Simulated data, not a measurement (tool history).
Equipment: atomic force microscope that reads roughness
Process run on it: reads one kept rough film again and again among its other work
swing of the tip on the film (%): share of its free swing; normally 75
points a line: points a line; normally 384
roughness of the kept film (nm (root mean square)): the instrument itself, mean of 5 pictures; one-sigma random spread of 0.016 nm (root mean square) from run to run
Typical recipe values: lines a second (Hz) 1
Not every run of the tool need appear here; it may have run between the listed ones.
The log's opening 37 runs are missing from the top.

run    hour  lines a second (Hz)  swing of the tip on the film (%)  points a line  pictures with this tip  hours of work since the height scale was calibrated  roughness of the kept film (nm (root mean square))
 38   960.6                 1.41                                89            384                      52                                                  797                                               3.284
 39   992.5                 1.41                                89            384                      79                                                  811                                               3.212
 40  1019.1                 1.41                                89            384                     102                                                  823                                               3.153
 41  1032.7                  0.8                                72            384                     114                                                  829                                               3.472
 42  1050.8                 1.37                                59            741                     129                                                  837                                               3.483
 43  1083.5                 1.37                                59            741                     157                                                  851                                               3.419
 44  1112.2                 1.37                                69            741                     181                                                  864                                               3.292
 45  1130.5                 1.25                                72            707                     197                                                  872                                               3.266
 46  1154.8                 2.44                                79            264                     218                                                  883                                               2.832
 47  1177.2                 3.76                                65            546                     237                                                  892                                               2.975
 48  1200.6                 3.76                                65            883                     257                                                  903                                               2.951
 49  1214.7                 0.66                                75            384                     269                                                  909                                               3.124

Forecast each of these 3 alternatives for the next run:
  A  1230.9                 0.51                                85            456                     283                                                  916                                                   ?
  B  1230.9                    1                                75            300                     283                                                  916                                                   ?
  C  1230.9                 0.78                                81            302                     283                                                  916                                                   ?

run  roughness of the kept film (nm (root mean square))
  A                                               3.068
  B                                               3.028
  C                                               3.013
With no hidden state in the tool, these same runs would have given:
run  roughness of the kept film (nm (root mean square))
  A                                               3.783
  B                                               3.733
  C                                               3.715

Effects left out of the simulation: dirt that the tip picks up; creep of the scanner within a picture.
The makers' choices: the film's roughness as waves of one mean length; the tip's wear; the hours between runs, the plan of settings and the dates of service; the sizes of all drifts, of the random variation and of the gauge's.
